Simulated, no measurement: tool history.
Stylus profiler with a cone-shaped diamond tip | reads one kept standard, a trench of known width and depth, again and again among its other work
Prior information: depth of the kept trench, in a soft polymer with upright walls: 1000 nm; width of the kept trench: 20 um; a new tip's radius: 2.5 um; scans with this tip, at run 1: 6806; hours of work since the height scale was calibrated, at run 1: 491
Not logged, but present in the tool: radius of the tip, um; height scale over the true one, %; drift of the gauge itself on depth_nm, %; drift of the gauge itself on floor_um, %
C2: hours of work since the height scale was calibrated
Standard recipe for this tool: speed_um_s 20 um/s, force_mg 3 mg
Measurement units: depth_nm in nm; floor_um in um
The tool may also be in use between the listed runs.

run 1 hour=0 | speed_um_s=20 force_mg=3 | scans_with_this_tip=6806 C2=491 | depth_nm=1015.35 floor_um=14.94
run 2 hour=17.1 | speed_um_s=20 force_mg=3 | scans_with_this_tip=6912 C2=498 | depth_nm=1015.5 floor_um=14.99
run 3 hour=42.2 | speed_um_s=20 force_mg=7.47 | scans_with_this_tip=7068 C2=509 | depth_nm=1028.98 floor_um=14.94
run 4 hour=71.3 | speed_um_s=20 force_mg=1.14 | scans_with_this_tip=7248 C2=522 | depth_nm=1007.91 floor_um=14.83
run 5 hour=91.5 | speed_um_s=20 force_mg=1.14 | scans_with_this_tip=7373 C2=531 | depth_nm=1007.85 floor_um=14.87
run 6 hour=122.2 | speed_um_s=20 force_mg=1.14 | scans_with_this_tip=7564 C2=545 | depth_nm=1007.25 floor_um=14.83
run 7 hour=150.8 | speed_um_s=20 force_mg=1.14 | scans_with_this_tip=7742 C2=558 | depth_nm=1007.69 floor_um=14.83
run 8 hour=168.3 | speed_um_s=13 force_mg=3 | scans_with_this_tip=7850 C2=566 | depth_nm=1015.15 floor_um=14.83
run 9 hour=202.4 | speed_um_s=13 force_mg=3.86 | scans_with_this_tip=8061 C2=581 | depth_nm=1017.75 floor_um=14.87
run 10 hour=218 | speed_um_s=13 force_mg=3.86 | scans_with_this_tip=8158 C2=588 | depth_nm=1018.26 floor_um=14.82
run 11 hour=245.2 | speed_um_s=13 force_mg=3.86 | scans_with_this_tip=8327 C2=600 | depth_nm=1018.05 floor_um=14.78
run 12 hour=276.1 | speed_um_s=20 force_mg=3 | scans_with_this_tip=8518 C2=614 | depth_nm=1015.37 floor_um=14.74
-- hour=278.8 height scale calibrated on a step standard
run 13 hour=304.2 | speed_um_s=20 force_mg=3 | scans_with_this_tip=8689 C2=11 | depth_nm=1014.65 floor_um=14.68
run 14 hour=336.7 | speed_um_s=13 force_mg=2.15 | scans_with_this_tip=8891 C2=26 | depth_nm=1011.33 floor_um=14.7
run 15 hour=357.2 | speed_um_s=13 force_mg=2.15 | scans_with_this_tip=9018 C2=35 | depth_nm=1011.15 floor_um=14.68
run 16 hour=387.8 | speed_um_s=13 force_mg=2.15 | scans_with_this_tip=9208 C2=49 | depth_nm=1011.16 floor_um=14.69
-- hour=394.2 height scale calibrated on a step standard, once more
run 17 hour=407.7 | speed_um_s=13 force_mg=2.15 | scans_with_this_tip=9329 C2=6 | depth_nm=1012.03 floor_um=14.7
run 18 hour=440.5 | speed_um_s=65 force_mg=3.15 | scans_with_this_tip=9532 C2=21 | depth_nm=1015.96 floor_um=14.5
run 19 hour=459.5 | speed_um_s=65 force_mg=3.15 | scans_with_this_tip=9650 C2=29 | depth_nm=1016.06 floor_um=14.48
run 20 hour=488.2 | speed_um_s=8 force_mg=3.15 | scans_with_this_tip=9828 C2=42 | depth_nm=1016.06 floor_um=14.65
run 21 hour=513.7 | speed_um_s=26 force_mg=4.91 | scans_with_this_tip=9986 C2=53 | depth_nm=1022.01 floor_um=14.58
run 22 hour=533.9 | speed_um_s=48 force_mg=2.5 | scans_with_this_tip=10111 C2=62 | depth_nm=1013.46 floor_um=14.42
run 23 hour=554.2 | speed_um_s=48 force_mg=2.5 | scans_with_this_tip=10237 C2=72 | depth_nm=1013.51 floor_um=14.41
run 24 hour=584.1 | speed_um_s=6 force_mg=2.03 | scans_with_this_tip=10422 C2=85 | depth_nm=1011.77 floor_um=14.54
run 25 hour=606.8 | speed_um_s=9 force_mg=6.52 | scans_with_this_tip=10564 C2=95 | depth_nm=1026.57 floor_um=14.58

What if the next run were any one of these 4? Each begins from the tool's condition after run 25:
run A hour=621.4 | speed_um_s=25 force_mg=4.57 | scans_with_this_tip=10654 C2=102 | depth_nm=? floor_um=?
run B hour=621.4 | speed_um_s=8 force_mg=1.14 | scans_with_this_tip=10654 C2=102 | depth_nm=? floor_um=?
run C hour=621.4 | speed_um_s=68 force_mg=2.43 | scans_with_this_tip=10654 C2=102 | depth_nm=? floor_um=?
run D hour=621.4 | speed_um_s=28 force_mg=1.37 | scans_with_this_tip=10654 C2=102 | depth_nm=? floor_um=?

run=A depth_nm=1020.37 floor_um=14.53
run=B depth_nm=1007.7 floor_um=14.51
run=C depth_nm=1013.29 floor_um=14.29
run=D depth_nm=1008.93 floor_um=14.4
Without the tool's unlogged condition, the same runs would have read:
run=A depth_nm=1021.18 floor_um=15.98
run=B depth_nm=1008.49 floor_um=15.96
run=C depth_nm=1014.09 floor_um=15.74
run=D depth_nm=1009.73 floor_um=15.85

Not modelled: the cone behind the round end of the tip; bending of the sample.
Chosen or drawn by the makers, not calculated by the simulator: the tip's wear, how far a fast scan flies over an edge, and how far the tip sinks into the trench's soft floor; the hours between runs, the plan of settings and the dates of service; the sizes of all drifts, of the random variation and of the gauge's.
